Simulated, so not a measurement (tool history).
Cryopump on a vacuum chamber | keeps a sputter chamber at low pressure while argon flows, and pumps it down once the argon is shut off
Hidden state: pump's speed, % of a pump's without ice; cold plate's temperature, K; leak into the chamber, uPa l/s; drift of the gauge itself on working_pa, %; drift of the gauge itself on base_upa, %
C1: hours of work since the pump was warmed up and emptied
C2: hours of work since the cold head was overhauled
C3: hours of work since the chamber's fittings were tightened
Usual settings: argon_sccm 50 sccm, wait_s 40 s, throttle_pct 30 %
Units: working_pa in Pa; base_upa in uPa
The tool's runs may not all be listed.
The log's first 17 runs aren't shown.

run 18 hour=711.4 | argon_sccm=74 wait_s=50 throttle_pct=30 | C1=189 C2=876 C3=318 | working_pa=0.194 base_upa=0.95
run 19 hour=751.6 | argon_sccm=74 wait_s=40 throttle_pct=37 | C1=219 C2=906 C3=348 | working_pa=0.1592 base_upa=1.09
run 20 hour=777.4 | argon_sccm=39 wait_s=56 throttle_pct=26 | C1=238 C2=926 C3=367 | working_pa=0.1187 base_upa=0.85
run 21 hour=808.2 | argon_sccm=49 wait_s=39 throttle_pct=30 | C1=261 C2=949 C3=391 | working_pa=0.1306 base_upa=1.11
run 22 hour=855.1 | argon_sccm=21 wait_s=32 throttle_pct=30 | C1=296 C2=984 C3=426 | working_pa=0.0556 base_upa=1.35
run 23 hour=903.3 | argon_sccm=21 wait_s=32 throttle_pct=30 | C1=332 C2=1020 C3=462 | working_pa=0.0555 base_upa=1.29
run 24 hour=938.1 | argon_sccm=22 wait_s=128 throttle_pct=44 | C1=358 C2=1046 C3=488 | working_pa=0.0408 base_upa=0.62
run 25 hour=987.4 | argon_sccm=89 wait_s=40 throttle_pct=28 | C1=395 C2=1083 C3=525 | working_pa=0.2553 base_upa=1.19
run 26 hour=1010.3 | argon_sccm=29 wait_s=22 throttle_pct=36 | C1=412 C2=1100 C3=542 | working_pa=0.067 base_upa=1.87
run 27 hour=1038.9 | argon_sccm=59 wait_s=22 throttle_pct=19 | C1=434 C2=1122 C3=563 | working_pa=0.248 base_upa=1.86
run 28 hour=1078 | argon_sccm=50 wait_s=79 throttle_pct=30 | C1=463 C2=1151 C3=593 | working_pa=0.138 base_upa=0.81
run 29 hour=1109.2 | argon_sccm=37 wait_s=262 throttle_pct=41 | C1=487 C2=1174 C3=616 | working_pa=0.0755 base_upa=0.55
run 30 hour=1143.1 | argon_sccm=50 wait_s=32 throttle_pct=17 | C1=512 C2=1200 C3=641 | working_pa=0.2356 base_upa=1.46
run 31 hour=1193.4 | argon_sccm=60 wait_s=40 throttle_pct=26 | C1=550 C2=1237 C3=679 | working_pa=0.1904 base_upa=1.25
run 32 hour=1222.2 | argon_sccm=47 wait_s=67 throttle_pct=28 | C1=571 C2=1259 C3=701 | working_pa=0.1392 base_upa=0.91
run 33 hour=1252.1 | argon_sccm=31 wait_s=67 throttle_pct=28 | C1=594 C2=1281 C3=723 | working_pa=0.0921 base_upa=0.96

Forecast each of these 3 alternatives for the next run:
run A hour=1281.5 | argon_sccm=51 wait_s=148 throttle_pct=50 | C1=616 C2=1303 C3=745 | working_pa=? base_upa=?
run B hour=1281.5 | argon_sccm=20 wait_s=48 throttle_pct=30 | C1=616 C2=1303 C3=745 | working_pa=? base_upa=?
run C hour=1281.5 | argon_sccm=82 wait_s=73 throttle_pct=30 | C1=616 C2=1303 C3=745 | working_pa=? base_upa=?

run=A working_pa=0.0914 base_upa=0.69
run=B working_pa=0.0565 base_upa=1.16
run=C working_pa=0.2295 base_upa=0.91
Without the tool's hidden state the same runs would have given:
run=A working_pa=0.0777 base_upa=0.36
run=B working_pa=0.0511 base_upa=0.82
run=C working_pa=0.2077 base_upa=0.57
